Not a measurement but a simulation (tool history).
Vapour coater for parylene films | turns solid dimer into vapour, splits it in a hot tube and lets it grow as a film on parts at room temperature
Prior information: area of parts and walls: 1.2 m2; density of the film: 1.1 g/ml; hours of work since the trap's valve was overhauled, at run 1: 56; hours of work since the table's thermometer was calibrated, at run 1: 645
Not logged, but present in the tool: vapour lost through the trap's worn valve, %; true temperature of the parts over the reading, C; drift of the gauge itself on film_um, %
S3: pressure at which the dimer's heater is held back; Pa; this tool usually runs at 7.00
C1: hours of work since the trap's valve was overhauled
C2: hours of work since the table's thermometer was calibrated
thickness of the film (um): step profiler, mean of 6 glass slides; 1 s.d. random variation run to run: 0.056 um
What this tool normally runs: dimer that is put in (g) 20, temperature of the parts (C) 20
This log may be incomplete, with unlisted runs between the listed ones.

run 1 hour=0.0 | dimer_that_is_put_in_(g)=20 temperature_of_the_parts_(C)=20 S3=7.00 | C1=56 C2=645 | thickness_of_the_film_(um)=8.63
run 2 hour=30.9 | dimer_that_is_put_in_(g)=20 temperature_of_the_parts_(C)=20 S3=7.00 | C1=78 C2=666 | thickness_of_the_film_(um)=8.72
run 3 hour=51.0 | dimer_that_is_put_in_(g)=20 temperature_of_the_parts_(C)=20 S3=7.00 | C1=92 C2=680 | thickness_of_the_film_(um)=8.59
run 4 hour=65.8 | dimer_that_is_put_in_(g)=20 temperature_of_the_parts_(C)=20 S3=7.00 | C1=102 C2=691 | thickness_of_the_film_(um)=8.54
run 5 hour=99.7 | dimer_that_is_put_in_(g)=20 temperature_of_the_parts_(C)=20 S3=7.00 | C1=126 C2=715 | thickness_of_the_film_(um)=8.45
run 6 hour=115.9 | dimer_that_is_put_in_(g)=20 temperature_of_the_parts_(C)=20 S3=7.00 | C1=138 C2=726 | thickness_of_the_film_(um)=8.56
run 7 hour=140.1 | dimer_that_is_put_in_(g)=20 temperature_of_the_parts_(C)=20 S3=7.00 | C1=154 C2=743 | thickness_of_the_film_(um)=8.47
run 8 hour=170.2 | dimer_that_is_put_in_(g)=12 temperature_of_the_parts_(C)=20 S3=7.00 | C1=176 C2=764 | thickness_of_the_film_(um)=5.07
run 9 hour=204.3 | dimer_that_is_put_in_(g)=20 temperature_of_the_parts_(C)=12 S3=7.00 | C1=199 C2=788 | thickness_of_the_film_(um)=10.64
run 10 hour=232.3 | dimer_that_is_put_in_(g)=20 temperature_of_the_parts_(C)=20 S3=7.00 | C1=219 C2=808 | thickness_of_the_film_(um)=8.18
run 11 hour=267.6 | dimer_that_is_put_in_(g)=20 temperature_of_the_parts_(C)=20 S3=7.00 | C1=244 C2=832 | thickness_of_the_film_(um)=8.17
run 12 hour=286.2 | dimer_that_is_put_in_(g)=20 temperature_of_the_parts_(C)=20 S3=7.00 | C1=257 C2=845 | thickness_of_the_film_(um)=8.27
run 13 hour=311.4 | dimer_that_is_put_in_(g)=20 temperature_of_the_parts_(C)=20 S3=7.00 | C1=275 C2=863 | thickness_of_the_film_(um)=8.04
run 14 hour=346.4 | dimer_that_is_put_in_(g)=20 temperature_of_the_parts_(C)=20 S3=7.00 | C1=299 C2=888 | thickness_of_the_film_(um)=8.12
run 15 hour=379.8 | dimer_that_is_put_in_(g)=20 temperature_of_the_parts_(C)=20 S3=7.00 | C1=322 C2=911 | thickness_of_the_film_(um)=7.86
run 16 hour=405.9 | dimer_that_is_put_in_(g)=31 temperature_of_the_parts_(C)=20 S3=7.00 | C1=341 C2=929 | thickness_of_the_film_(um)=12.13
run 17 hour=441.5 | dimer_that_is_put_in_(g)=31 temperature_of_the_parts_(C)=20 S3=7.00 | C1=366 C2=954 | thickness_of_the_film_(um)=12.15
run 18 hour=471.5 | dimer_that_is_put_in_(g)=31 temperature_of_the_parts_(C)=20 S3=7.00 | C1=387 C2=975 | thickness_of_the_film_(um)=12.10
-- hour=488.5 trap's valve overhauled
run 19 hour=500.7 | dimer_that_is_put_in_(g)=14 temperature_of_the_parts_(C)=20 S3=7.00 | C1=9 C2=993 | thickness_of_the_film_(um)=5.03
run 20 hour=523.6 | dimer_that_is_put_in_(g)=14 temperature_of_the_parts_(C)=20 S3=7.00 | C1=25 C2=1009 | thickness_of_the_film_(um)=4.93
run 21 hour=540.4 | dimer_that_is_put_in_(g)=20 temperature_of_the_parts_(C)=20 S3=6.33 | C1=36 C2=1021 | thickness_of_the_film_(um)=7.23
run 22 hour=566.0 | dimer_that_is_put_in_(g)=20 temperature_of_the_parts_(C)=20 S3=6.33 | C1=54 C2=1039 | thickness_of_the_film_(um)=7.08
run 23 hour=594.1 | dimer_that_is_put_in_(g)=20 temperature_of_the_parts_(C)=20 S3=6.33 | C1=74 C2=1058 | thickness_of_the_film_(um)=7.08
run 24 hour=616.7 | dimer_that_is_put_in_(g)=20 temperature_of_the_parts_(C)=20 S3=2.31 | C1=90 C2=1074 | thickness_of_the_film_(um)=8.46
run 25 hour=636.6 | dimer_that_is_put_in_(g)=20 temperature_of_the_parts_(C)=25 S3=2.31 | C1=104 C2=1088 | thickness_of_the_film_(um)=7.24
run 26 hour=659.0 | dimer_that_is_put_in_(g)=20 temperature_of_the_parts_(C)=25 S3=2.31 | C1=119 C2=1104 | thickness_of_the_film_(um)=7.21
-- hour=684.4 trap's valve overhauled, once more
run 27 hour=698.5 | dimer_that_is_put_in_(g)=20 temperature_of_the_parts_(C)=25 S3=2.31 | C1=10 C2=1129 | thickness_of_the_film_(um)=9.39
run 28 hour=720.4 | dimer_that_is_put_in_(g)=23 temperature_of_the_parts_(C)=25 S3=2.31 | C1=25 C2=1144 | thickness_of_the_film_(um)=10.59
run 29 hour=739.1 | dimer_that_is_put_in_(g)=20 temperature_of_the_parts_(C)=20 S3=2.31 | C1=38 C2=1157 | thickness_of_the_film_(um)=10.80
run 30 hour=756.7 | dimer_that_is_put_in_(g)=20 temperature_of_the_parts_(C)=24 S3=2.37 | C1=51 C2=1169 | thickness_of_the_film_(um)=9.42
run 31 hour=783.7 | dimer_that_is_put_in_(g)=20 temperature_of_the_parts_(C)=23 S3=6.52 | C1=70 C2=1188 | thickness_of_the_film_(um)=8.18
run 32 hour=816.7 | dimer_that_is_put_in_(g)=9 temperature_of_the_parts_(C)=21 S3=7.00 | C1=93 C2=1212 | thickness_of_the_film_(um)=3.80
run 33 hour=845.1 | dimer_that_is_put_in_(g)=9 temperature_of_the_parts_(C)=21 S3=7.00 | C1=113 C2=1231 | thickness_of_the_film_(um)=3.74
run 34 hour=864.6 | dimer_that_is_put_in_(g)=9 temperature_of_the_parts_(C)=21 S3=7.00 | C1=126 C2=1245 | thickness_of_the_film_(um)=3.78
run 35 hour=890.8 | dimer_that_is_put_in_(g)=23 temperature_of_the_parts_(C)=29 S3=2.95 | C1=145 C2=1263 | thickness_of_the_film_(um)=8.73
run 36 hour=917.5 | dimer_that_is_put_in_(g)=17 temperature_of_the_parts_(C)=14 S3=11.68 | C1=163 C2=1282 | thickness_of_the_film_(um)=7.90
run 37 hour=933.5 | dimer_that_is_put_in_(g)=26 temperature_of_the_parts_(C)=13 S3=5.69 | C1=175 C2=1293 | thickness_of_the_film_(um)=14.18
run 38 hour=962.3 | dimer_that_is_put_in_(g)=18 temperature_of_the_parts_(C)=22 S3=8.25 | C1=195 C2=1314 | thickness_of_the_film_(um)=6.93
run 39 hour=981.5 | dimer_that_is_put_in_(g)=34 temperature_of_the_parts_(C)=22 S3=2.38 | C1=208 C2=1327 | thickness_of_the_film_(um)=16.04
run 40 hour=1000.2 | dimer_that_is_put_in_(g)=32 temperature_of_the_parts_(C)=25 S3=2.38 | C1=221 C2=1340 | thickness_of_the_film_(um)=13.71
run 41 hour=1036.5 | dimer_that_is_put_in_(g)=23 temperature_of_the_parts_(C)=20 S3=7.00 | C1=247 C2=1366 | thickness_of_the_film_(um)=9.42
run 42 hour=1063.1 | dimer_that_is_put_in_(g)=13 temperature_of_the_parts_(C)=17 S3=3.95 | C1=265 C2=1384 | thickness_of_the_film_(um)=6.40
run 43 hour=1088.6 | dimer_that_is_put_in_(g)=18 temperature_of_the_parts_(C)=15 S3=8.32 | C1=283 C2=1402 | thickness_of_the_film_(um)=8.31
run 44 hour=1111.3 | dimer_that_is_put_in_(g)=18 temperature_of_the_parts_(C)=15 S3=8.32 | C1=299 C2=1418 | thickness_of_the_film_(um)=8.14
run 45 hour=1133.3 | dimer_that_is_put_in_(g)=18 temperature_of_the_parts_(C)=16 S3=7.00 | C1=315 C2=1433 | thickness_of_the_film_(um)=8.19
run 46 hour=1159.9 | dimer_that_is_put_in_(g)=18 temperature_of_the_parts_(C)=16 S3=7.00 | C1=333 C2=1452 | thickness_of_the_film_(um)=8.10
run 47 hour=1179.6 | dimer_that_is_put_in_(g)=15 temperature_of_the_parts_(C)=15 S3=7.00 | C1=347 C2=1466 | thickness_of_the_film_(um)=7.08

Take each entry between the runs: how does the hidden state at the last listed run before it differ from the hidden state at the first listed run after it?
After run 18, before run 19: trap's valve overhauled (hour 488.5)
  vapour lost through the trap's worn valve, %: 13.3 -> 19.9; true temperature of the parts over the reading, C: -0.41 -> -0.42
  measured minus no-state result, thickness of the film (um): -1.68 -> -1.18
After run 26, before run 27: trap's valve overhauled, once more (hour 684.4)
  vapour lost through the trap's worn valve, %: 23.6 -> 0.5; true temperature of the parts over the reading, C: -0.47 -> -0.48
  measured minus no-state result, thickness of the film (um): -2.10 -> +0.09
